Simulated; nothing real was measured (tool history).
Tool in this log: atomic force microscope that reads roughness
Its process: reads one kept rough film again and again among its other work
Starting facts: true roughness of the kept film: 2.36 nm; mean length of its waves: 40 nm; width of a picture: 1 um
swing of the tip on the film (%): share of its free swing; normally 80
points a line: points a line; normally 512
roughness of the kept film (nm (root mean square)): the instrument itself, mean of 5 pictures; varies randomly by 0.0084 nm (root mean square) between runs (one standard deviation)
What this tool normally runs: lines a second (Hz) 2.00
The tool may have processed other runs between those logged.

run	hour	lines a second (Hz)	swing of the tip on the film (%)	points a line	roughness of the kept film (nm (root mean square))
1	0.0	2.00	80	512	1.759
2	44.1	2.00	80	512	1.689
3	71.6	2.00	80	512	1.639
4	114.7	2.00	71	512	1.686
5	157.5	2.00	80	512	1.735
6	192.2	2.00	80	512	1.679
7	250.3	1.30	85	857	1.657
8	283.4	1.30	64	303	2.073
9	343.7	1.88	64	303	1.905
10	384.2	2.00	70	512	1.772

Missing from the log above: 4 entries noted between runs. For each, name the pair of listed runs it sits between and say how the tool's hidden condition differs from the listed run just before to the listed run just after:
Between runs 3 and 4: height scale calibrated on a step standard (hour 77.0)
  radius of the tip, nm: 30.2 -> 38.1; height scale over the true one, %: -0.66 -> -0.83
  measured less the result without the state, roughness of the kept film (nm (root mean square)): -0.194 -> -0.277
Between runs 4 and 5: new tip fitted (hour 119.4)
  radius of the tip, nm: 38.1 -> 18.4; height scale over the true one, %: -0.83 -> -0.84
  measured less the result without the state, roughness of the kept film (nm (root mean square)): -0.277 -> -0.095
Between runs 7 and 8: new tip fitted (hour 279.4)
  radius of the tip, nm: 35.2 -> 11.3; height scale over the true one, %: -0.88 -> -0.89
  measured less the result without the state, roughness of the kept film (nm (root mean square)): -0.246 -> -0.034
Between runs 8 and 9: height scale calibrated on a step standard, once more (hour 318.6)
  radius of the tip, nm: 11.3 -> 23.1; height scale over the true one, %: -0.89 -> 0.06
  measured less the result without the state, roughness of the kept film (nm (root mean square)): -0.034 -> -0.137
